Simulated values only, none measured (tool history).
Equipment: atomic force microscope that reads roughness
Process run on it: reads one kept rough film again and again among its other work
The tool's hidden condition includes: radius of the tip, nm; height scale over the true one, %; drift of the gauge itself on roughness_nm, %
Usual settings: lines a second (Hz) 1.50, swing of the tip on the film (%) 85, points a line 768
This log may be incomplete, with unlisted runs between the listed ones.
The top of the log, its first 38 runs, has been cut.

run	hour	lines a second (Hz)	swing of the tip on the film (%)	points a line	pictures with this tip	hours of work since the height scale was calibrated	roughness of the kept film (nm (root mean square))
39	753.4	3.03	62	984	48	1141	3.331
# hour 765.1: new tip fitted
40	766.8	1.16	57	768	2	1150	3.540
41	787.9	1.50	57	768	35	1166	3.507
42	804.2	1.84	85	803	60	1178	3.073
# hour 807.4: new tip fitted
43	820.7	1.84	85	803	20	1190	3.053
44	835.0	1.84	63	803	42	1200	3.410
# hour 848.7: new tip fitted
45	859.3	1.37	85	776	16	1218	3.178
46	887.4	1.37	59	352	59	1239	3.472
# hour 890.3: new tip fitted
47	915.0	2.61	59	586	38	1259	3.391
# hour 933.6: new tip fitted
48	935.1	2.61	59	586	2	1273	3.432
49	950.1	2.61	79	627	25	1284	3.034

Predict each of these 3 candidate next runs independently; none follows another, all start after run 49:
A	974.4	1.34	67	296	62	1302	?
B	974.4	0.52	79	950	62	1302	?
C	974.4	2.61	75	456	62	1302	?

run	roughness of the kept film (nm (root mean square))
A	3.412
B	3.444
C	3.109
What these runs would have given with no unlogged condition in the tool:
run	roughness of the kept film (nm (root mean square))
A	3.422
B	3.454
C	3.119
